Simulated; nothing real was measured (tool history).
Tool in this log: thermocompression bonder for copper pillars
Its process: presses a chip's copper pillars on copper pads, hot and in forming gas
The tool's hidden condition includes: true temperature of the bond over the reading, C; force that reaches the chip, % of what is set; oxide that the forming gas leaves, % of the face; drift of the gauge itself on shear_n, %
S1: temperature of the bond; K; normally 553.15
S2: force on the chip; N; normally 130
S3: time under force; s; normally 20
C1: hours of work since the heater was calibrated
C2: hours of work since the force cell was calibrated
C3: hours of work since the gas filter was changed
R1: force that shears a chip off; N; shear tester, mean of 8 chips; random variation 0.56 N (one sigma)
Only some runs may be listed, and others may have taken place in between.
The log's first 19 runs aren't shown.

run 20 hour=768.5 | S1=561.15 S2=131 S3=18 | C1=985 C2=985 C3=365 | R1=62.2
run 21 hour=802.4 | S1=561.15 S2=131 S3=18 | C1=1011 C2=1011 C3=392 | R1=61.5
-- hour=809.1 heater calibrated with a thermocouple chip
run 22 hour=856.8 | S1=534.15 S2=140 S3=57 | C1=37 C2=1052 C3=432 | R1=71.6
run 23 hour=884.1 | S1=534.15 S2=140 S3=57 | C1=58 C2=1073 C3=453 | R1=71.3
run 24 hour=911.5 | S1=553.15 S2=108 S3=20 | C1=79 C2=1094 C3=475 | R1=51.2
-- hour=932.5 forming gas filter changed
run 25 hour=953 | S1=527.15 S2=117 S3=20 | C1=111 C2=1126 C3=16 | R1=44.7
run 26 hour=999.9 | S1=546.15 S2=153 S3=48 | C1=147 C2=1162 C3=52 | R1=83.8
run 27 hour=1028.8 | S1=546.15 S2=153 S3=48 | C1=170 C2=1185 C3=75 | R1=83.3
-- hour=1042.6 heater calibrated with a thermocouple chip, once more
run 28 hour=1069.6 | S1=546.15 S2=153 S3=48 | C1=21 C2=1215 C3=105 | R1=85.4
run 29 hour=1101.8 | S1=546.15 S2=153 S3=48 | C1=46 C2=1240 C3=130 | R1=83.6
run 30 hour=1150.7 | S1=574.15 S2=178 S3=20 | C1=84 C2=1278 C3=168 | R1=86.6
run 31 hour=1174.3 | S1=566.15 S2=149 S3=20 | C1=102 C2=1296 C3=186 | R1=74.6
run 32 hour=1229.4 | S1=566.15 S2=149 S3=20 | C1=145 C2=1339 C3=229 | R1=73.5
run 33 hour=1258.7 | S1=565.15 S2=149 S3=33 | C1=167 C2=1362 C3=251 | R1=83.4
-- hour=1280.8 force cell calibrated
run 34 hour=1313.6 | S1=579.15 S2=149 S3=14 | C1=209 C2=25 C3=293 | R1=75.9
run 35 hour=1340.6 | S1=541.15 S2=173 S3=14 | C1=230 C2=46 C3=314 | R1=59.5
run 36 hour=1390.2 | S1=541.15 S2=173 S3=14 | C1=268 C2=85 C3=352 | R1=59.2
run 37 hour=1438.3 | S1=553.15 S2=130 S3=54 | C1=306 C2=122 C3=389 | R1=83.9
run 38 hour=1465.3 | S1=570.15 S2=130 S3=20 | C1=326 C2=143 C3=410 | R1=72.1

Branching from run 38: 4 alternative next runs. What would each branch give?
run A hour=1517.8 | S1=553.15 S2=130 S3=32 | C1=367 C2=184 C3=451 | R1=?
run B hour=1517.8 | S1=553.15 S2=130 S3=38 | C1=367 C2=184 C3=451 | R1=?
run C hour=1517.8 | S1=530.15 S2=130 S3=40 | C1=367 C2=184 C3=451 | R1=?
run D hour=1517.8 | S1=533.15 S2=130 S3=20 | C1=367 C2=184 C3=451 | R1=?

run=A R1=72.6
run=B R1=75.2
run=C R1=62.5
run=D R1=50.3
Without the tool's hidden state the same runs would have given:
run=A R1=81.6
run=B R1=84.5
run=C R1=70.7
run=D R1=57.1
